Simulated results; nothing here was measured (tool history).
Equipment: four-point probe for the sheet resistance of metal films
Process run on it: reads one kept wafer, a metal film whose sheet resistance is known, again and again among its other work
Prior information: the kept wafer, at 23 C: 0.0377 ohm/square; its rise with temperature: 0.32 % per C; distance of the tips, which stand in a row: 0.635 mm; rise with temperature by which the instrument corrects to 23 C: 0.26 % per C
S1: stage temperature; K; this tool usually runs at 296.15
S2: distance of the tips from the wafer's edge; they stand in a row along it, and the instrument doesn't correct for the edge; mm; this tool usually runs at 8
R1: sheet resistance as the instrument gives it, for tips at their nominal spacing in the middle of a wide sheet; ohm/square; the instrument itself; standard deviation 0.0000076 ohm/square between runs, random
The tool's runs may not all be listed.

{"run": 1, "hour": 0.0, "S1": 296.15, "S2": 8, "R1": 0.037881}
{"run": 2, "hour": 70.1, "S1": 293.15, "S2": 8, "R1": 0.037822}
{"run": 3, "hour": 152.1, "S1": 296.15, "S2": 20, "R1": 0.037793}
{"run": 4, "hour": 231.3, "S1": 296.15, "S2": 20, "R1": 0.037789}
{"run": 5, "hour": 300.6, "S1": 296.15, "S2": 20, "R1": 0.037798}
{"run": 6, "hour": 344.4, "S1": 296.15, "S2": 20, "R1": 0.0378}
{"run": 7, "hour": 397.1, "S1": 296.15, "S2": 20, "R1": 0.037806}
{"run": 8, "hour": 485.5, "S1": 296.15, "S2": 20, "R1": 0.037814}
{"run": 9, "hour": 550.1, "S1": 297.15, "S2": 8, "R1": 0.03795}
{"run": 10, "hour": 592.1, "S1": 297.15, "S2": 8, "R1": 0.03797}
{"run": 11, "hour": 659.6, "S1": 297.15, "S2": 8, "R1": 0.037948}
{"run": 12, "hour": 702.6, "S1": 297.15, "S2": 28, "R1": 0.037836}
{"run": 13, "hour": 741.8, "S1": 296.15, "S2": 24, "R1": 0.037822}
{"run": 14, "hour": 830.3, "S1": 304.15, "S2": 19, "R1": 0.038017}
{"run": 15, "hour": 883.7, "S1": 292.15, "S2": 3, "R1": 0.038646}
{"run": 16, "hour": 928.5, "S1": 292.15, "S2": 3, "R1": 0.038649}
{"run": 17, "hour": 992.6, "S1": 296.15, "S2": 59, "R1": 0.037848}
{"run": 18, "hour": 1062.2, "S1": 299.15, "S2": 10, "R1": 0.037984}
{"run": 19, "hour": 1123.7, "S1": 292.15, "S2": 5, "R1": 0.038092}

What does the tool deliver on the next run?
{"run": 20, "hour": 1196.6, "S1": 292.15, "S2": 5, "R1": "?"}

{"run 20": {"R1": 0.038079}}
With the hidden condition absent and the run-to-run variation left alone, this run would have shown R1 0.037926 ohm/square.
